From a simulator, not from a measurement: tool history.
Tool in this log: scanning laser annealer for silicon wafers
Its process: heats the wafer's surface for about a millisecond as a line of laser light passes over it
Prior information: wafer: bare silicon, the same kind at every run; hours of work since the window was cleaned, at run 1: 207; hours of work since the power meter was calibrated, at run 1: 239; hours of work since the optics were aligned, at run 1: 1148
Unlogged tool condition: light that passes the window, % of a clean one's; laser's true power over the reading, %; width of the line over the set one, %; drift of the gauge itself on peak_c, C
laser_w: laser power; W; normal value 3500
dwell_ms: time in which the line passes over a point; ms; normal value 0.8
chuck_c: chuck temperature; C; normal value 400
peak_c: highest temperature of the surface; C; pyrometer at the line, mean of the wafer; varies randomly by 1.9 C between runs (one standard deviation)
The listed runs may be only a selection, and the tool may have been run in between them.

run   hour  laser_w  dwell_ms  chuck_c  hours of work since the window was cleaned  hours of work since the power meter was calibrated  hours of work since the optics were aligned  peak_c
  1      0     3500       0.8      400                                         207                                                 239                                         1148    1085
  2   10.9     3500       0.8      400                                         212                                                 244                                         1153    1086
  3   22.1     3500      0.76      400                                         217                                                 249                                         1158    1068
  4   36.1     3500       0.8      400                                         223                                                 255                                         1164    1084
  5   56.1     3500       0.8      400                                         233                                                 264                                         1173    1085
  6   68.6     3500       0.8      400                                         238                                                 270                                         1179    1084
  7   85.4     3500       0.8      390                                         246                                                 278                                         1187    1073
  8   95.7     3500       0.8      390                                         251                                                 282                                         1192    1076
  9  112.6     3500       0.8      390                                         258                                                 290                                         1199    1070
 10  124.7     3500       0.8      390                                         264                                                 296                                         1205    1070
 11    136     3500       0.8      390                                         269                                                 301                                         1210    1071
 12  147.9     3500       0.8      390                                         275                                                 306                                         1216    1067
 13  157.7     3500       0.8      390                                         279                                                 311                                         1220    1069
 14  174.3     3500       0.8      390                                         287                                                 319                                         1228    1068
 15  190.2     3500       0.8      390                                         294                                                 326                                         1235    1071
 16  203.9     3500       0.8      390                                         300                                                 332                                         1241    1066
 17  223.6     3500     0.731      390                                         309                                                 341                                         1250    1033
 18  238.1     3500     0.731      390                                         316                                                 348                                         1257    1035
 19  253.1     3500     0.731      390                                         323                                                 355                                         1264    1037
 20  268.8     3500     0.731      390                                         330                                                 362                                         1271    1031
     277.6  -- window over the wafer cleaned
 21  290.9     3500     0.731      390                                           6                                                 371                                         1280    1065
 22  302.2     3500     0.876      438                                          11                                                 376                                         1285    1179
 23  321.8     3198     0.877      401                                          20                                                 385                                         1294    1066
 24  342.3     3198     0.877      401                                          30                                                 395                                         1304    1068
 25  359.8     3082      0.69      401                                          38                                                 403                                         1312     963
 26  370.3     3318     0.896      400                                          43                                                 408                                         1317    1102
     374.6  -- laser's power meter calibrated
 27  386.1     3500     0.909      392                                          48                                                   5                                         1323    1141
 28  401.8     3711       0.8      400                                          56                                                  12                                         1330    1148
 29  419.4     3711       0.8      400                                          64                                                  21                                         1338    1151
     436.2  -- laser's power meter calibrated, once more
 30  439.9     3500       0.8      426                                          72                                                   2                                         1346    1127
 31  449.8     3500       0.8      365                                          76                                                   6                                         1350    1063
 32  465.4     3500       0.8      365                                          83                                                  13                                         1358    1061
 33  481.9     3107     0.769      376                                          91                                                  21                                         1365     974
 34    502     3764      0.65      435                                         100                                                  30                                         1374    1119
 35  516.3     3728     0.999      379                                         107                                                  37                                         1381    1220
 36    535     3127     0.971      396                                         115                                                  45                                         1390    1067
 37  551.4     3153     0.625      396                                         123                                                  53                                         1397     938
 38  569.2     3153     0.625      396                                         131                                                  61                                         1405     938
 39  579.3     3462      0.73      400                                         136                                                  66                                         1410    1054
 40  594.7     3462      0.73      400                                         143                                                  73                                         1417    1053
 41  606.1     3148     0.989      400                                         148                                                  78                                         1422    1081
 42  626.5     3618       0.8      400                                         157                                                  87                                         1432    1119

The logged runs with the hidden state left out (each run's random variation unchanged):
run  peak_c
  1    1116
  2    1117
  3    1099
  4    1117
  5    1119
  6    1118
  7    1108
  8    1112
  9    1107
 10    1107
 11    1109
 12    1106
 13    1109
 14    1108
 15    1112
 16    1107
 17    1074
 18    1076
 19    1079
 20    1074
 21    1076
 22    1191
 23    1078
 24    1081
 25     974
 26    1117
 27    1158
 28    1166
 29    1170
 30    1144
 31    1082
 32    1080
 33     991
 34    1140
 35    1247
 36    1090
 37     957
 38     957
 39    1079
 40    1079
 41    1108
 42    1149

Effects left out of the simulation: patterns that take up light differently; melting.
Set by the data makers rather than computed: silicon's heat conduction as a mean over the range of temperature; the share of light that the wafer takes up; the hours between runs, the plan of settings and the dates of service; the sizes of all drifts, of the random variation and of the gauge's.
